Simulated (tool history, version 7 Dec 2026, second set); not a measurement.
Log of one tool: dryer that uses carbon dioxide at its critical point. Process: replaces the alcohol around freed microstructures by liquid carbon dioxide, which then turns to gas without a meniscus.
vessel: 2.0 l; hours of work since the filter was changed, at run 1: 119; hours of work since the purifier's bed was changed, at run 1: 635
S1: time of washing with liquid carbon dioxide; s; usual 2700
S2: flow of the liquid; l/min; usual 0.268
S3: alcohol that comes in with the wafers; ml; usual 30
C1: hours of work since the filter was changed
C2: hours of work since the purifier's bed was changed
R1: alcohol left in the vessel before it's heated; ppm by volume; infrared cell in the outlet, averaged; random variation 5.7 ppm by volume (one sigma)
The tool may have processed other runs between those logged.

| run | hour | S1 | S2 | S3 | C1 | C2 | R1 |
|---|---|---|---|---|---|---|---|
| 1 | 0 | 2700 | 0.268 | 30 | 119 | 635 | 285 |
| 2 | 25.2 | 2700 | 0.268 | 30 | 133 | 649 | 292 |
| 3 | 56.5 | 2700 | 0.268 | 30 | 151 | 666 | 289 |
| 4 | 77.5 | 2700 | 0.268 | 30 | 162 | 678 | 289 |
| 5 | 99 | 2700 | 0.268 | 30 | 174 | 690 | 300 |
| 6 | 131 | 4320 | 0.182 | 30 | 192 | 707 | 233 |
| 7 | 168.4 | 4320 | 0.381 | 30 | 213 | 728 | 107 |
| 8 | 198.6 | 3360 | 0.207 | 27 | 229 | 745 | 312 |
| 9 | 238.5 | 3300 | 0.268 | 32 | 251 | 767 | 189 |
| 10 | 277.1 | 3300 | 0.268 | 32 | 273 | 788 | 192 |

What if the next run were any one of these 5? Each begins from the tool's condition after run 10:
| A | 315.4 | 2280 | 0.222 | 34 | 294 | 809 | ? |
| B | 315.4 | 2700 | 0.198 | 95 | 294 | 809 | ? |
| C | 315.4 | 3780 | 0.277 | 44 | 294 | 809 | ? |
| D | 315.4 | 1860 | 0.361 | 30 | 294 | 809 | ? |
| E | 315.4 | 3300 | 0.199 | 32 | 294 | 809 | ? |

| run | R1 |
|---|---|
| A | 984 |
| B | 2114 |
| C | 165 |
| D | 430 |
| E | 445 |
The same runs, with their run-to-run variation unchanged, on a tool lacking any hidden condition would have given:
| run | R1 |
|---|---|
| A | 758 |
| B | 1717 |
| C | 48 |
| D | 267 |
| E | 284 |
